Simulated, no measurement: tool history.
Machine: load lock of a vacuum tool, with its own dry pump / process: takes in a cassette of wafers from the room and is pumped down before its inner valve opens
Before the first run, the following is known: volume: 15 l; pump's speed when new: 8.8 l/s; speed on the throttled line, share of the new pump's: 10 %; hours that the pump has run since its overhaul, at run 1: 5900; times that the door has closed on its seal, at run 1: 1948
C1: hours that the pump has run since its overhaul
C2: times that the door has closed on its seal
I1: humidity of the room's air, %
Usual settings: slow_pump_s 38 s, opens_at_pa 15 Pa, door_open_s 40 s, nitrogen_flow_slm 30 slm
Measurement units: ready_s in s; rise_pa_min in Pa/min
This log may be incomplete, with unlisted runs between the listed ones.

Run 1, hour 0.0: usual settings; C1 5900; C2 1948; I1 46.2. Result: ready_s 51.0 s, rise_pa_min 0.029 Pa/min.
Run 2, hour 99.3: usual settings; C1 5999; C2 2150; I1 43.9. Result: ready_s 51.4 s, rise_pa_min 0.030 Pa/min.
Run 3, hour 179.2: usual settings but opens_at_pa 29 Pa; C1 6079; C2 2312; I1 43.7. Result: ready_s 49.7 s, rise_pa_min 0.036 Pa/min.
Run 4, hour 228.8: usual settings but slow_pump_s 31 s; C1 6129; C2 2413; I1 44.8. Result: ready_s 45.0 s, rise_pa_min 0.028 Pa/min.
Run 5, hour 317.2: usual settings; C1 6217; C2 2593; I1 40.6. Result: ready_s 50.7 s, rise_pa_min 0.032 Pa/min.
Run 6, hour 370.9: usual settings but nitrogen_flow_slm 9 slm; C1 6271; C2 2702; I1 44.7. Result: ready_s 52.2 s, rise_pa_min 0.049 Pa/min.
Run 7, hour 467.6: usual settings but opens_at_pa 14 Pa; C1 6367; C2 2899; I1 45.7. Result: ready_s 51.6 s, rise_pa_min 0.029 Pa/min.
Run 8, hour 529.0: usual settings but opens_at_pa 14 Pa; C1 6429; C2 3024; I1 46.8. Result: ready_s 51.5 s, rise_pa_min 0.034 Pa/min.
Run 9, hour 596.7: usual settings; C1 6496; C2 3162; I1 44.3. Result: ready_s 51.7 s, rise_pa_min 0.036 Pa/min.
Run 10, hour 665.4: usual settings but door_open_s 104 s; C1 6565; C2 3302; I1 45.7. Result: ready_s 51.9 s, rise_pa_min 0.048 Pa/min.
Run 11, hour 768.4: usual settings but slow_pump_s 26 s; C1 6668; C2 3512; I1 45.4. Result: ready_s 41.1 s, rise_pa_min 0.035 Pa/min.
Run 12, hour 826.8: usual settings but slow_pump_s 26 s; C1 6727; C2 3630; I1 45.4. Result: ready_s 41.3 s, rise_pa_min 0.036 Pa/min.
Run 13, hour 879.2: usual settings but slow_pump_s 26 s; C1 6779; C2 3737; I1 44.8. Result: ready_s 41.8 s, rise_pa_min 0.035 Pa/min.
Run 14, hour 984.6: usual settings but opens_at_pa 14 Pa; C1 6884; C2 3951; I1 44.6. Result: ready_s 51.7 s, rise_pa_min 0.033 Pa/min.
Run 15, hour 1045.1: usual settings; C1 6945; C2 4075; I1 43.7. Result: ready_s 51.8 s, rise_pa_min 0.040 Pa/min.
Run 16, hour 1132.8: usual settings; C1 7033; C2 4253; I1 45.3. Result: ready_s 51.5 s, rise_pa_min 0.034 Pa/min.
Run 17, hour 1198.1: usual settings; C1 7098; C2 4386; I1 47.4. Result: ready_s 51.5 s, rise_pa_min 0.040 Pa/min.
Run 18, hour 1310.1: usual settings; C1 7210; C2 4614; I1 44.1. Result: ready_s 52.1 s, rise_pa_min 0.038 Pa/min.
Run 19, hour 1413.8: usual settings but slow_pump_s 23 s; C1 7314; C2 4825; I1 44.4. Result: ready_s 38.7 s, rise_pa_min 0.040 Pa/min.
Run 20, hour 1514.6: usual settings but slow_pump_s 23 s; C1 7414; C2 5030; I1 44.2. Result: ready_s 38.7 s, rise_pa_min 0.035 Pa/min.
Run 21, hour 1610.2: usual settings but slow_pump_s 23 s; C1 7510; C2 5225; I1 43.9. Result: ready_s 38.9 s, rise_pa_min 0.035 Pa/min.
Run 22, hour 1667.2: usual settings but slow_pump_s 30 s, door_open_s 179 s, nitrogen_flow_slm 40 slm; C1 7567; C2 5341; I1 41.6. Result: ready_s 45.1 s, rise_pa_min 0.063 Pa/min.
Run 23, hour 1720.9: usual settings but slow_pump_s 30 s, door_open_s 179 s, nitrogen_flow_slm 40 slm; C1 7621; C2 5450; I1 45.7. Result: ready_s 44.8 s, rise_pa_min 0.063 Pa/min.
Run 24, hour 1819.6: usual settings but slow_pump_s 30 s, door_open_s 179 s, nitrogen_flow_slm 40 slm; C1 7719; C2 5651; I1 44.3. Result: ready_s 44.3 s, rise_pa_min 0.060 Pa/min.
Run 25, hour 1867.2: usual settings but opens_at_pa 13 Pa, door_open_s 31 s, nitrogen_flow_slm 5 slm; C1 7767; C2 5748; I1 44.3. Result: ready_s 52.8 s, rise_pa_min 0.063 Pa/min.
Run 26, hour 1942.8: usual settings but opens_at_pa 13 Pa, door_open_s 31 s, nitrogen_flow_slm 5 slm; C1 7843; C2 5902; I1 47.4. Result: ready_s 52.3 s, rise_pa_min 0.063 Pa/min.
Run 27, hour 1997.8: usual settings but slow_pump_s 20 s, opens_at_pa 26 Pa, door_open_s 163 s, nitrogen_flow_slm 5 slm; C1 7898; C2 6014; I1 44.7. Result: ready_s 35.2 s, rise_pa_min 0.150 Pa/min.
Run 28, hour 2108.4: usual settings but slow_pump_s 61 s; C1 8008; C2 6239; I1 45.2. Result: ready_s 72.1 s, rise_pa_min 0.047 Pa/min.
Run 29, hour 2212.4: usual settings but slow_pump_s 74 s, opens_at_pa 29 Pa; C1 8112; C2 6450; I1 48.5. Result: ready_s 82.4 s, rise_pa_min 0.045 Pa/min.
Run 30, hour 2323.1: usual settings but opens_at_pa 10 Pa, door_open_s 33 s; C1 8223; C2 6676; I1 43.2. Result: ready_s 53.5 s, rise_pa_min 0.043 Pa/min.
Run 31, hour 2394.1: usual settings but slow_pump_s 20 s, opens_at_pa 26 Pa, door_open_s 46 s, nitrogen_flow_slm 4 slm; C1 8294; C2 6820; I1 48.0. Result: ready_s 35.1 s, rise_pa_min 0.089 Pa/min.
Run 32, hour 2446.3: usual settings but slow_pump_s 43 s, nitrogen_flow_slm 9 slm; C1 8346; C2 6926; I1 45.9. Result: ready_s 56.6 s, rise_pa_min 0.065 Pa/min.
Run 33, hour 2536.5: usual settings but slow_pump_s 21 s, opens_at_pa 16 Pa, door_open_s 38 s, nitrogen_flow_slm 21 slm; C1 8436; C2 7110; I1 47.3. Result: ready_s 38.0 s, rise_pa_min 0.051 Pa/min.
Run 34, hour 2618.2: usual settings but slow_pump_s 45 s, opens_at_pa 12 Pa, door_open_s 103 s, nitrogen_flow_slm 26 slm; C1 8518; C2 7276; I1 45.7. Result: ready_s 58.9 s, rise_pa_min 0.067 Pa/min.
Run 35, hour 2717.2: usual settings but opens_at_pa 19 Pa, nitrogen_flow_slm 19 slm; C1 8617; C2 7478; I1 45.6. Result: ready_s 52.2 s, rise_pa_min 0.055 Pa/min.
Run 36, hour 2828.0: usual settings but opens_at_pa 19 Pa, nitrogen_flow_slm 19 slm; C1 8728; C2 7703; I1 43.0. Result: ready_s 52.2 s, rise_pa_min 0.052 Pa/min.
Run 37, hour 2930.0: usual settings but slow_pump_s 76 s, opens_at_pa 16 Pa, nitrogen_flow_slm 19 slm; C1 8830; C2 7911; I1 45.5. Result: ready_s 85.7 s, rise_pa_min 0.060 Pa/min.

Subtracting, for every run, the result it would have given without the tool's unlogged condition from the measured result gives the following. The same run-to-run variation enters both numbers; the gauge's scatter may not:
Unlogged tool condition in this case: pump's speed, % of a new pump's; leak at the door's seal, Pa l/s; drift of the gauge itself on ready_s, %; drift of the gauge itself on rise_pa_min, %.
run  ready_s  rise_pa_min
  1     +2.0       +0.008
  2     +2.0       +0.008
  3     +1.8       +0.009
  4     +2.2       +0.009
  5     +2.1       +0.010
  6     +2.1       +0.010
  7     +2.2       +0.011
  8     +2.2       +0.011
  9     +2.1       +0.012
 10     +2.2       +0.012
 11     +2.6       +0.013
 12     +2.6       +0.013
 13     +2.7       +0.014
 14     +2.4       +0.015
 15     +2.4       +0.015
 16     +2.4       +0.015
 17     +2.4       +0.016
 18     +2.5       +0.017
 19     +3.0       +0.017
 20     +2.9       +0.019
 21     +3.1       +0.018
 22     +2.8       +0.019
 23     +2.8       +0.019
 24     +2.9       +0.021
 25     +2.9       +0.021
 26     +2.9       +0.021
 27     +3.1       +0.023
 28     +2.3       +0.023
 29     +1.7       +0.023
 30     +3.2       +0.024
 31     +3.2       +0.025
 32     +2.9       +0.025
 33     +3.5       +0.026
 34     +3.0       +0.027
 35     +3.1       +0.028
 36     +3.1       +0.029
 37     +2.2       +0.030

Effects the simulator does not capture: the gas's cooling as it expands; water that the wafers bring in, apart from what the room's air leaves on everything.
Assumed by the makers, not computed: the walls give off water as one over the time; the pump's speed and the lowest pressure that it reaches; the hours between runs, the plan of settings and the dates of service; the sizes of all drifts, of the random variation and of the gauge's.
